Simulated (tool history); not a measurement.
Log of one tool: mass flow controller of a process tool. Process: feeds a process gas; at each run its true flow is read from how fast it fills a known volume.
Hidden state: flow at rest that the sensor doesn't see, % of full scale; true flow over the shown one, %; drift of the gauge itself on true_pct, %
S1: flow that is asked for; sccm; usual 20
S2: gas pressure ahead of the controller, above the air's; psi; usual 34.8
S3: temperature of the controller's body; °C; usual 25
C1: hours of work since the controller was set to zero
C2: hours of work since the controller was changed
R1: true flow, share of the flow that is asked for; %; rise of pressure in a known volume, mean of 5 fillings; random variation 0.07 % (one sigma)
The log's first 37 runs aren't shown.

Run 38, hour 8570.1: usual settings but S1 22 sccm, S3 27 °C; C1 3108; C2 3108. Result: R1 102.27 %.
Run 39, hour 8772: usual settings but S1 6 sccm; C1 3181; C2 3181. Result: R1 105.14 %.
Run 40, hour 8923.2: usual settings but S2 35.5 psi, S3 21 °C; C1 3236; C2 3236. Result: R1 102.74 %.
Run 41, hour 9181.1: usual settings but S1 6 sccm, S2 36.7 psi; C1 3329; C2 3329. Result: R1 105.48 %.
Run 42, hour 9404.9: usual settings but S2 24.1 psi, S3 38 °C; C1 3410; C2 3410. Result: R1 101.76 %.
Run 43, hour 9618: usual settings but S1 5 sccm, S3 29 °C; C1 3487; C2 3487. Result: R1 106.34 %.
Run 44, hour 9790.1: usual settings but S1 6 sccm, S2 27 psi, S3 30 °C; C1 3549; C2 3549. Result: R1 105.57 %.
Run 45, hour 10036.5: usual settings but S1 6 sccm, S2 27 psi, S3 30 °C; C1 3638; C2 3638. Result: R1 105.69 %.
Run 46, hour 10267.4: usual settings but S2 26.7 psi, S3 34 °C; C1 3722; C2 3722. Result: R1 102.54 %.
Run 47, hour 10510.8: usual settings but S1 24 sccm, S2 24.9 psi, S3 29 °C; C1 3810; C2 3810. Result: R1 102.89 %.
Run 48, hour 10747: usual settings but S1 24 sccm, S2 24.9 psi, S3 29 °C; C1 3896; C2 3896. Result: R1 102.89 %.
Run 49, hour 11087.7: usual settings but S1 37 sccm, S2 24.9 psi, S3 32 °C; C1 4019; C2 4019. Result: R1 102.78 %.
Run 50, hour 11401.9: usual settings but S1 9 sccm, S2 31 psi, S3 30 °C; C1 4133; C2 4133. Result: R1 104.8 %.

Forecast each of these 3 alternatives for the next run:
Run A, hour 11677.7: usual settings but S3 27 °C; C1 4232; C2 4232. Result: R1 ?.
Run B, hour 11677.7: usual settings but S1 29 sccm, S2 25.1 psi, S3 31 °C; C1 4232; C2 4232. Result: R1 ?.
Run C, hour 11677.7: usual settings but S1 19 sccm; C1 4232; C2 4232. Result: R1 ?.

run      R1
  A  103.39
  B  103.13
  C  103.73
Without the tool's hidden state the same runs would have given:
run     R1
  A  98.69
  B  98.98
  C  98.94
